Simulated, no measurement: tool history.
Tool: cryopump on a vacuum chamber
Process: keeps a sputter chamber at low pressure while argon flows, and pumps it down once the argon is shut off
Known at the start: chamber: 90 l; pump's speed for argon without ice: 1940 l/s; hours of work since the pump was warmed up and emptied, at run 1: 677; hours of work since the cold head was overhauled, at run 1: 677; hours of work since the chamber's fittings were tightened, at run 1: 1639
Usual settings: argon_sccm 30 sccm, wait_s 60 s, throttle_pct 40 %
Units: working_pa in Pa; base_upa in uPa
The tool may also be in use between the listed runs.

| run | hour | argon_sccm | wait_s | throttle_pct | hours of work since the pump was warmed up and emptied | hours of work since the cold head was overhauled | hours of work since the chamber's fittings were tightened | working_pa | base_upa |
|---|---|---|---|---|---|---|---|---|---|
| 1 | 0.0 | 30 | 60 | 40 | 677 | 677 | 1639 | 0.0686 | 1.95 |
| 2 | 42.1 | 15 | 60 | 40 | 697 | 697 | 1659 | 0.0341 | 2.01 |
| 3 | 85.0 | 30 | 60 | 34 | 718 | 718 | 1680 | 0.0795 | 1.96 |
| 4 | 137.9 | 30 | 60 | 34 | 743 | 743 | 1705 | 0.0803 | 1.98 |
| 5 | 174.7 | 30 | 60 | 34 | 761 | 761 | 1723 | 0.0799 | 2.01 |
| 6 | 234.2 | 30 | 60 | 34 | 790 | 790 | 1752 | 0.0803 | 2.00 |
| 7 | 301.3 | 30 | 253 | 40 | 822 | 822 | 1784 | 0.0691 | 1.45 |
| 8 | 354.8 | 30 | 60 | 40 | 848 | 848 | 1810 | 0.0694 | 2.04 |
| 9 | 397.9 | 30 | 60 | 38 | 869 | 869 | 1831 | 0.0729 | 2.14 |
|  | 427.6 | pump warmed up, emptied and cooled again |
| 10 | 466.1 | 30 | 60 | 40 | 19 | 899 | 1861 | 0.0661 | 2.00 |
|  | 505.1 | leaking fittings of the chamber tightened, without venting |
| 11 | 556.0 | 30 | 60 | 40 | 61 | 942 | 25 | 0.0657 | 1.01 |
| 12 | 619.7 | 30 | 60 | 40 | 92 | 972 | 55 | 0.0658 | 1.05 |
| 13 | 655.9 | 30 | 60 | 40 | 109 | 990 | 73 | 0.0665 | 1.03 |
| 14 | 718.4 | 48 | 60 | 40 | 139 | 1020 | 103 | 0.1061 | 1.06 |
| 15 | 793.2 | 18 | 121 | 17 | 175 | 1056 | 139 | 0.0933 | 0.64 |
| 16 | 877.5 | 18 | 121 | 17 | 216 | 1097 | 180 | 0.0934 | 0.71 |
| 17 | 942.2 | 30 | 56 | 40 | 247 | 1128 | 211 | 0.0670 | 1.14 |
| 18 | 978.8 | 14 | 77 | 40 | 265 | 1145 | 228 | 0.0309 | 0.95 |
| 19 | 1028.5 | 49 | 77 | 34 | 289 | 1169 | 252 | 0.1277 | 0.96 |
| 20 | 1078.8 | 51 | 77 | 19 | 313 | 1194 | 277 | 0.2367 | 1.01 |
| 21 | 1135.7 | 51 | 103 | 54 | 341 | 1221 | 304 | 0.0862 | 0.79 |
| 22 | 1219.5 | 30 | 162 | 40 | 381 | 1262 | 345 | 0.0675 | 0.72 |
| 23 | 1287.6 | 39 | 70 | 21 | 414 | 1294 | 377 | 0.1649 | 1.12 |
| 24 | 1330.4 | 47 | 70 | 29 | 435 | 1315 | 398 | 0.1450 | 1.12 |
| 25 | 1381.6 | 18 | 70 | 29 | 459 | 1340 | 423 | 0.0557 | 1.07 |
| 26 | 1427.6 | 15 | 36 | 21 | 481 | 1362 | 445 | 0.0638 | 1.78 |
| 27 | 1467.7 | 30 | 268 | 40 | 501 | 1381 | 464 | 0.0676 | 0.64 |

Forecast each of these 4 alternatives for the next run:
| A | 1547.4 | 30 | 60 | 21 | 539 | 1420 | 503 | ? | ? |
| B | 1547.4 | 23 | 268 | 17 | 539 | 1420 | 503 | ? | ? |
| C | 1547.4 | 23 | 93 | 20 | 539 | 1420 | 503 | ? | ? |
| D | 1547.4 | 21 | 60 | 40 | 539 | 1420 | 503 | ? | ? |

| run | working_pa | base_upa |
|---|---|---|
| A | 0.1273 | 1.23 |
| B | 0.1200 | 0.70 |
| C | 0.1024 | 1.07 |
| D | 0.0480 | 1.29 |
Without the tool's hidden state the same runs would have given:
| run | working_pa | base_upa |
|---|---|---|
| A | 0.1245 | 0.92 |
| B | 0.1178 | 0.36 |
| C | 0.1002 | 0.73 |
| D | 0.0461 | 0.96 |
